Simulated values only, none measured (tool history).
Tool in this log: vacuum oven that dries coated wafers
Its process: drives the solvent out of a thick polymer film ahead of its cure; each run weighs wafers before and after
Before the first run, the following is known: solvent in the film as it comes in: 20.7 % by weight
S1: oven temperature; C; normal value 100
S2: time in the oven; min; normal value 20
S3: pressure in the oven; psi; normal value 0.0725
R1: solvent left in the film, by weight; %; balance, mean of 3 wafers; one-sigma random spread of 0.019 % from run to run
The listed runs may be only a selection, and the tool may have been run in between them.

run,hour,S1,S2,S3,R1
1,0,100,20,0.0725,2.4
2,79.6,100,20,0.0725,2.39
3,141.3,100,20,0.0725,2.37
4,194.4,100,20,0.0725,2.38
5,248.3,100,20,0.0374,2.27
6,298.2,100,20,0.0374,2.25
7,368.5,100,20,0.0374,2.27
8,429.3,87,20,0.0725,7.55
9,464.9,87,20,0.0725,7.54
10,548.7,87,20,0.0725,7.53
11,605.4,87,20,0.1321,7.64
12,647.1,100,17,0.0725,3.07
13,694,100,17,0.0725,3.08
14,735,100,17,0.0725,3.06
15,810.5,100,17,0.0725,3.04
# hour 867.1: oven's thermocouples calibrated
16,877.4,100,17,0.0725,3.48
# hour 937.4: vacuum gauge cleaned of residue and calibrated
17,956.8,99,20,0.1263,2.99

Subtracting, for every run, the result it would have given without the tool's unlogged condition from the measured result gives the following. The same run-to-run variation enters both numbers; the gauge's scatter may not:
The tool's hidden condition here consists of: true wafer temperature over the reading, C; true pressure over the reading, kPa; drift of the gauge itself on solvent_pct, %.
run,R1
1,-0.2
2,-0.21
3,-0.22
4,-0.22
5,-0.23
6,-0.23
7,-0.24
8,-0.37
9,-0.37
10,-0.38
11,-0.39
12,-0.32
13,-0.32
14,-0.33
15,-0.33
16,+0.06
17,-0.05

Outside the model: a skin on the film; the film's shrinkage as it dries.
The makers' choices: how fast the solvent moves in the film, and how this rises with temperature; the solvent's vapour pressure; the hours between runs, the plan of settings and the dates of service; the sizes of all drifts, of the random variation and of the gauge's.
